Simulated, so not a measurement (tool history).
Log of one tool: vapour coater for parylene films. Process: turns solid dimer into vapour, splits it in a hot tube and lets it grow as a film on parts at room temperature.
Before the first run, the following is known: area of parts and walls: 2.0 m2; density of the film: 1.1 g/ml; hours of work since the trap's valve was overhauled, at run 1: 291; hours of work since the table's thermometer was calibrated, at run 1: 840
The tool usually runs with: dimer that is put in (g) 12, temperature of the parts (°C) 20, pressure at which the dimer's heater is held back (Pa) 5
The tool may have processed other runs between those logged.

run    hour  dimer that is put in (g)  temperature of the parts (°C)  pressure at which the dimer's heater is held back (Pa)  hours of work since the trap's valve was overhauled  hours of work since the table's thermometer was calibrated  thickness of the film (nm)
  1       0                        12                             20                                                       5                                                  291                                                         840                        2840
  2    30.3                        12                             20                                                       5                                                  316                                                         865                        2820
  3    72.5                        12                             20                                                       5                                                  351                                                         900                        2810
       91.9  -- trap's valve overhauled
  4   102.7                         7                             20                                                       5                                                    9                                                         921                        1580
  5   147.9                         7                             20                                                    3.52                                                   46                                                         958                        1660
  6     189                         7                             20                                                    3.52                                                   80                                                         992                        1620
  7   215.5                        12                             20                                                       5                                                  102                                                        1014                        2670
  8   259.8                        12                             20                                                       5                                                  138                                                        1051                        2590
  9   307.5                        12                             20                                                       5                                                  177                                                        1090                        2570
      343.3  -- trap's valve overhauled, once more
 10   361.9                        12                             20                                                       5                                                   15                                                        1131                        3100
 11   382.8                        12                             20                                                       5                                                   33                                                        1149                        3070
 12   412.7                        12                             20                                                       5                                                   57                                                        1173                        3090
 13   453.9                        12                             20                                                       5                                                   91                                                        1207                        3020
 14   483.4                        12                             20                                                       5                                                  115                                                        1231                        3030
 15   534.5                        12                             20                                                       5                                                  157                                                        1273                        2930
 16   579.7                        12                             20                                                       5                                                  195                                                        1311                        2910
 17   600.7                        18                             21                                                       5                                                  212                                                        1328                        4120
 18   635.6                        18                             21                                                       5                                                  241                                                        1357                        4050
 19   676.3                        18                             21                                                       5                                                  274                                                        1390                        4090
      689.8  -- table's thermometer calibrated
 20   718.2                         6                             21                                                    5.57                                                  308                                                          23                        1400
 21   766.7                         8                             21                                                    8.95                                                  348                                                          63                        1660
      792.7  -- trap's valve overhauled
 22   814.2                         8                             31                                                    9.16                                                   18                                                          99                        1280
 23   859.9                         8                             31                                                    9.16                                                   55                                                         137                        1230
 24   883.8                        15                             20                                                       5                                                   75                                                         156                        3850
 25   906.6                        12                             15                                                    4.22                                                   94                                                         175                        3940
 26   931.8                        12                             20                                                    2.79                                                  115                                                         196                        3420
 27   977.9                        12                             20                                                    2.79                                                  153                                                         234                        3420
 28  1004.6                        12                             20                                                    2.79                                                  174                                                         256                        3350

For run 29, what comes out?
 29  1039.1                        12                             20                                                    2.79                                                  203                                                         284                           ?

For run 29 the tool returned thickness of the film (nm) 3360.
With the hidden condition absent and the run-to-run variation left alone, this run would have shown thickness of the film (nm) 3640.
